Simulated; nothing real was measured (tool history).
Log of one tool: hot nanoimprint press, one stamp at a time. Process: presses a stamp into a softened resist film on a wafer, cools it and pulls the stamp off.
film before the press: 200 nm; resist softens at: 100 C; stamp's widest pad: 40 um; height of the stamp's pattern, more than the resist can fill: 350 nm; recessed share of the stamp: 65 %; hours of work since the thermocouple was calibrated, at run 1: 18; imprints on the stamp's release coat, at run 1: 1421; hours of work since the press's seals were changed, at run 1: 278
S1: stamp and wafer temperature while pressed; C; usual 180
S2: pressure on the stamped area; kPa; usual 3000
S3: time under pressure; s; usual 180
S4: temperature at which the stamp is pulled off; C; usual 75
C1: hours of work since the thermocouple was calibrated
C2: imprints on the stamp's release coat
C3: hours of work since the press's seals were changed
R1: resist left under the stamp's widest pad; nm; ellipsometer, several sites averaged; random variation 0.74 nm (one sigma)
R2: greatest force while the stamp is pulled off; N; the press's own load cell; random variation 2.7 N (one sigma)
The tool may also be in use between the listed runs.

| run | hour | S1 | S2 | S3 | S4 | C1 | C2 | C3 | R1 | R2 |
|---|---|---|---|---|---|---|---|---|---|---|
| 1 | 0.0 | 180 | 3000 | 180 | 75 | 18 | 1421 | 278 | 94.8 | 154 |
| 2 | 16.9 | 180 | 3000 | 180 | 75 | 31 | 1472 | 291 | 94.8 | 157 |
| 3 | 30.7 | 180 | 3000 | 180 | 78 | 42 | 1513 | 302 | 95.1 | 155 |
| 4 | 41.9 | 180 | 3000 | 180 | 78 | 51 | 1546 | 311 | 94.2 | 164 |
| 5 | 55.6 | 180 | 3000 | 180 | 78 | 61 | 1587 | 321 | 95.1 | 155 |
| 6 | 66.1 | 184 | 3000 | 180 | 75 | 70 | 1619 | 330 | 82.2 | 164 |
| 7 | 75.6 | 184 | 3000 | 180 | 75 | 77 | 1647 | 337 | 81.7 | 160 |
| 8 | 85.5 | 184 | 3000 | 180 | 69 | 85 | 1677 | 345 | 82.9 | 171 |
| 9 | 102.1 | 184 | 3000 | 180 | 69 | 98 | 1726 | 358 | 83.0 | 174 |
| 10 | 118.4 | 180 | 3000 | 180 | 75 | 111 | 1775 | 371 | 95.6 | 172 |
| 11 | 133.8 | 180 | 3000 | 180 | 75 | 123 | 1821 | 383 | 95.0 | 167 |
| 12 | 143.5 | 180 | 3000 | 180 | 75 | 131 | 1850 | 391 | 95.5 | 165 |
| 13 | 156.2 | 180 | 3000 | 180 | 75 | 141 | 1888 | 401 | 95.8 | 171 |
| 14 | 172.5 | 186 | 3000 | 180 | 75 | 154 | 1937 | 413 | 78.5 | 173 |
|  | 186.6 | stamp cleaned and given a new release coat |
| 15 | 195.5 | 186 | 3000 | 180 | 75 | 167 | 26 | 427 | 76.6 | 131 |
| 16 | 207.1 | 183 | 1970 | 219 | 75 | 176 | 61 | 436 | 101.5 | 128 |
| 17 | 222.5 | 183 | 1970 | 219 | 75 | 188 | 107 | 448 | 104.0 | 134 |
| 18 | 234.0 | 183 | 1970 | 219 | 75 | 197 | 141 | 457 | 101.5 | 128 |
| 19 | 242.6 | 174 | 1970 | 171 | 75 | 204 | 167 | 464 | 143.2 | 131 |
| 20 | 260.4 | 174 | 1970 | 171 | 75 | 218 | 220 | 478 | 142.5 | 133 |
| 21 | 275.3 | 174 | 1970 | 171 | 75 | 230 | 265 | 490 | 143.7 | 132 |
| 22 | 290.7 | 192 | 3000 | 180 | 75 | 242 | 311 | 502 | 65.0 | 134 |
| 23 | 307.8 | 176 | 3010 | 253 | 73 | 255 | 362 | 515 | 100.2 | 140 |

Run 24 comes next. What will it give?
| 24 | 317.9 | 176 | 3010 | 253 | 73 | 263 | 392 | 523 | ? | ? |

R1: 100.7 nm
R2: 143 N
Without the tool's hidden state the same run would have given R1 93.9 nm, R2 133 N.

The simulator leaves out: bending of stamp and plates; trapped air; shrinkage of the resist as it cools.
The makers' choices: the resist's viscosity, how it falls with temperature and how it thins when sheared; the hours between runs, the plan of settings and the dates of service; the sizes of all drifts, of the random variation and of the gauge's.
